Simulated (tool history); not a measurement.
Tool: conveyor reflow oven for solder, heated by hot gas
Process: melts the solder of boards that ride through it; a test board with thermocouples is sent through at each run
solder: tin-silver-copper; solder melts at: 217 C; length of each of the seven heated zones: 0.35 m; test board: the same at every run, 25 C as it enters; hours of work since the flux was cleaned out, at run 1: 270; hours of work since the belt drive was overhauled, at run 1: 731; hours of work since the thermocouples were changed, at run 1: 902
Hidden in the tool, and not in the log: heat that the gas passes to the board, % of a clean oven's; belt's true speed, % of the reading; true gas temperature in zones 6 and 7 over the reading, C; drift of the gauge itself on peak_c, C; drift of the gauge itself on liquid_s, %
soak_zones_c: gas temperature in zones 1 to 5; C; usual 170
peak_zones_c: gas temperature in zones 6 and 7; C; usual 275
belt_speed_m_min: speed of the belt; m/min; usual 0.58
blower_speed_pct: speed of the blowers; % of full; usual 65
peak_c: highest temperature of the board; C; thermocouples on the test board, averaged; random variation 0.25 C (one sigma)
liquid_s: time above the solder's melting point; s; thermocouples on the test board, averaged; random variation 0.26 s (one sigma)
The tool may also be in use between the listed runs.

run     day  soak_zones_c  peak_zones_c  belt_speed_m_min  blower_speed_pct  hours of work since the flux was cleaned out  hours of work since the belt drive was overhauled  hours of work since the thermocouples were changed  peak_c  liquid_s
  1       0           170           275              0.58                65                                           270                                                731                                                 902   248.3      48.2
  2   0.467           170           275              0.58                65                                           278                                                739                                                 910   248.5      48.1
  3   1.196           170           275              0.58                65                                           290                                                751                                                 922   248.2      47.4
  4   2.029           170           275              0.58                65                                           305                                                765                                                 936   247.9      47.7
  5   2.633           170           275              0.58                65                                           315                                                776                                                 946   247.9      47.7
  6   3.567           170           275              0.49                65                                           331                                                791                                                 962   254.7      63.8
  7   4.462           170           275              0.49                65                                           346                                                807                                                 977   254.9      64.5
  8   5.454           170           275              0.49                65                                           363                                                823                                                 994   254.7      63.8
  9   6.138           170           275              0.49                65                                           374                                                835                                                1006   254.5      64.7
 10   6.788           170           275              0.49                65                                           385                                                846                                                1017   254.8      63.5
 11   7.333           177           275              0.49                65                                           394                                                855                                                1026   255.6      67.6
 12   8.246           177           275              0.49                65                                           410                                                870                                                1041   256.1      68.1
 13   8.867           177           275              0.49                65                                           420                                                881                                                1052   256.1      68.2
 14   9.433           177           275              0.49                65                                           430                                                891                                                1061   255.9      67.8
      9.812  -- flux residue cleaned out of gas plates and filters
 15  10.208           170           270              0.58                65                                             7                                                900                                                1071   241.1      40.8
 16  10.804           170           275              0.58                65                                            17                                                910                                                1081   244.6      44.2
 17  11.721           170           275              0.58                65                                            32                                                926                                                1097   244.9      44.2
 18  12.496           170           271              0.58                52                                            45                                                939                                                1110   238.2      36.2
     12.862  -- thermocouples of zones 6 and 7 changed
 19  13.162           179           288             0.654                71                                            55                                                949                                                   5   251.3        46
     13.546  -- flux residue cleaned out of gas plates and filters, once more
 20  14.279           179           272             0.654                71                                            12                                                964                                                  20   246.1      42.9
 21  14.788           179           272             0.654                71                                            21                                                973                                                  29   245.9      43.1
 22  15.688           167           289              0.58                65                                            36                                                988                                                  44     260      55.9
 23  16.129           172           275              0.58                65                                            44                                                995                                                  52   249.9      50.3
 24  16.604           170           275             0.632                73                                            52                                               1003                                                  60   247.7      43.5
 25  17.667           171           268             0.623                52                                            70                                               1021                                                  78   236.7      33.6
 26  18.183           180           268             0.533                52                                            78                                               1030                                                  86   246.3      54.4
 27  18.667           176           275              0.58                59                                            87                                               1038                                                  95     249      51.3

Forecast run 28:
 28  19.404           166           275              0.58                65                                            99                                               1051                                                 107       ?         ?

peak_c: 247.7 C
liquid_s: 47.4 s
Without the tool's hidden state the same run would have given peak_c 247.8 C, liquid_s 46.8 s.
